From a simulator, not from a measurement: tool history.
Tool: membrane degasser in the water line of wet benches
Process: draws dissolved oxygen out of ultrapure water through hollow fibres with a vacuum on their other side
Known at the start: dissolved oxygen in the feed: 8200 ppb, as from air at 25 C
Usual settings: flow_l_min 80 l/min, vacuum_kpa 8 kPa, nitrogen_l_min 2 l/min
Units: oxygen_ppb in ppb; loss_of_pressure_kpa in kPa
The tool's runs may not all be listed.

run     day  flow_l_min  vacuum_kpa  nitrogen_l_min  oxygen_ppb  loss_of_pressure_kpa
  1       0          80           8               2       395.9                 68.19
      3.129  -- seals of the vacuum lines changed
  2   3.783          80           8               2       397.2                 68.89
  3   6.138          53           8               2       275.8                 45.49
  4   9.125          53           8               2       276.4                 45.25
  5  10.958          80           8            1.28         543                 68.79
  6   12.95          80        5.25               2         185                 68.49
  7  15.396          80           8               2       391.4                 68.55
  8  18.071          80           8               2       397.9                 69.01
  9  20.762          80           8               2       397.7                 68.81
 10  23.279          80           8               2       393.3                 68.64
 11  27.117          80         7.8               2       383.6                 68.31
 12  29.604          80         7.8               2       379.5                 68.69
 13  31.633          80         7.8               2       381.7                 68.58
 14    33.3          80         7.8            1.83       403.3                 68.88
 15  36.338          80           8             3.9       233.2                  68.8
 16  38.012          80           8               2       399.5                 68.92
     38.262  -- vacuum gauge calibrated
 17  41.871         114           8            0.84       916.7                 98.46
 18  44.658         114       12.79            1.08      1443.3                  98.4
 19  47.288          85       12.79            3.23       543.8                 73.71
 20  50.967          80         8.9               2       473.2                 68.92
 21  54.575          62       19.01               2       949.7                 53.58
     57.146  -- vacuum gauge calibrated, once more
 22  57.429          53           6            3.52       100.3                 46.24
 23  60.167         119        7.66            3.57       335.8                103.46
 24  61.979         119        7.66            3.57       337.5                102.92
 25  65.392          80           8            2.23       356.3                 69.35
 26  68.183          80           8            2.23       350.7                 69.01
 27  71.321          80           8            2.23       354.8                 69.76
 28  72.904          58       15.17            1.47       872.7                 50.11
 29  74.696         108       12.63            1.12      1305.4                 93.29
 30  76.725         100       12.63             3.5         564                 86.35
 31  78.908          70       12.09            1.11       941.7                 60.65
 32  82.425          59        5.25            1.53       163.8                 50.71

3 ways to go on from here, each from the tool as it stands after run 32. What would each give?
  A  85.167          49           8               2           ?                     ?
  B  85.167          54           8            2.56           ?                     ?
  C  85.167         109        5.25            1.53           ?                     ?

run  oxygen_ppb  loss_of_pressure_kpa
  A       252.8                 42.59
  B       223.3                 46.81
  C       280.5                 94.52
Without the tool's hidden state the same runs would have given:
run  oxygen_ppb  loss_of_pressure_kpa
  A       249.2                 41.96
  B         220                 46.12
  C       271.8                 93.12
